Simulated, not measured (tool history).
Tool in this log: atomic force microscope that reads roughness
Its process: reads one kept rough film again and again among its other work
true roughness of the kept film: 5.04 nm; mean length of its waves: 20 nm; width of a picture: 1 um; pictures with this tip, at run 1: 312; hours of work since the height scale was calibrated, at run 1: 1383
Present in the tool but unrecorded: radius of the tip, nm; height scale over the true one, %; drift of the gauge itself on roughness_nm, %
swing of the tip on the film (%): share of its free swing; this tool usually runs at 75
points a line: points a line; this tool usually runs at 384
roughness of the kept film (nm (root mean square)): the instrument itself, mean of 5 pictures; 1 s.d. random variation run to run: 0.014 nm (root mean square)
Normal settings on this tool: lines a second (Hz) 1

run	day	lines a second (Hz)	swing of the tip on the film (%)	points a line	pictures with this tip	hours of work since the height scale was calibrated	roughness of the kept film (nm (root mean square))
1	0	1	75	384	312	1383	2.42
# day 0.8: new tip fitted
2	2.088	1	75	384	63	1420	3.248
3	3.488	1	71	384	131	1445	3.011
4	5.804	1	75	384	244	1487	2.654
# day 8: new tip fitted
5	8	1	75	384	0	1526	3.398
6	9.5	1	75	384	73	1553	3.145
7	11.017	1	75	384	147	1580	2.882
8	13.658	1	75	384	275	1627	2.512
# day 15.212: new tip fitted
9	15.729	1	75	440	25	1664	3.361
10	17.221	1	75	440	97	1691	3.071
11	19.446	1	75	1013	206	1731	2.748
12	22.258	1	75	1013	343	1782	2.412
# day 22.483: new tip fitted
13	24.871	1	75	1013	116	1828	3.076
14	26.662	1	75	1013	203	1860	2.769
15	29.204	1	75	1013	327	1906	2.424
# day 29.746: new tip fitted
16	31.375	1	75	1013	79	1945	3.172
17	33.45	1	65	384	180	1982	2.843
18	36.554	1	65	384	332	2038	2.444
# day 36.946: new tip fitted
19	38.429	1	65	384	73	2071	3.232
20	41.475	1	65	384	221	2126	2.766
# day 44.117: new tip fitted
21	44.117	1	65	384	0	2173	3.584
# day 44.454: height scale calibrated on a step standard
22	45.592	1	75	384	69	20	3.178
23	48.012	1	75	384	187	64	2.84
24	49.975	1	75	384	283	99	2.565
# day 51.379: new tip fitted
25	51.533	1	75	384	8	127	3.514
# day 53.121: height scale calibrated on a step standard, once more
26	54.358	1	83	494	143	22	2.847
27	55.654	0.86	75	710	206	46	2.745
28	57.025	1	72	823	273	70	2.55
# day 58.625: new tip fitted
29	60.083	0.72	75	820	70	125	3.188
30	63.121	1.69	90	718	218	179	2.38
# day 65.85: new tip fitted
31	65.85	1.69	85	718	0	228	3.23
32	68.271	1.69	85	718	118	272	2.794
33	70.542	1.69	85	718	228	312	2.473
34	72.792	0.85	81	436	338	353	2.396
# day 73.092: new tip fitted
35	74.638	0.85	64	436	75	386	3.223
36	77.158	2.17	55	555	198	431	2.803
37	79.662	1.61	67	899	319	476	2.44
# day 80.542: new tip fitted
38	82.254	1.61	67	899	84	522	3.155
39	83.817	1.61	67	899	160	550	2.912
40	86.508	2.47	60	282	291	599	2.461
# day 87.9: new tip fitted
41	89.296	2.05	59	384	68	649	3.192
42	91.583	0.65	75	578	180	690	2.864
43	94.275	0.72	74	773	311	738	2.518
# day 95.138: new tip fitted
44	95.771	3.71	78	384	30	764	2.834
45	97.721	3.71	78	384	125	800	2.528
46	100.821	0.56	74	419	276	855	2.612
# day 102.408: new tip fitted
47	103.65	3.06	74	419	61	906	2.879
48	105.108	1	79	384	132	932	2.889

Branching from run 48: 3 alternative next runs. What would each branch give?
A	107.121	3.59	60	624	230	968	?
B	107.121	3.08	78	288	230	968	?
C	107.121	1	58	384	230	968	?

run	roughness of the kept film (nm (root mean square))
A	2.594
B	2.309
C	2.737
The same runs, with their run-to-run variation unchanged, on a tool lacking any hidden condition would have given:
run	roughness of the kept film (nm (root mean square))
A	3.417
B	3.041
C	3.606

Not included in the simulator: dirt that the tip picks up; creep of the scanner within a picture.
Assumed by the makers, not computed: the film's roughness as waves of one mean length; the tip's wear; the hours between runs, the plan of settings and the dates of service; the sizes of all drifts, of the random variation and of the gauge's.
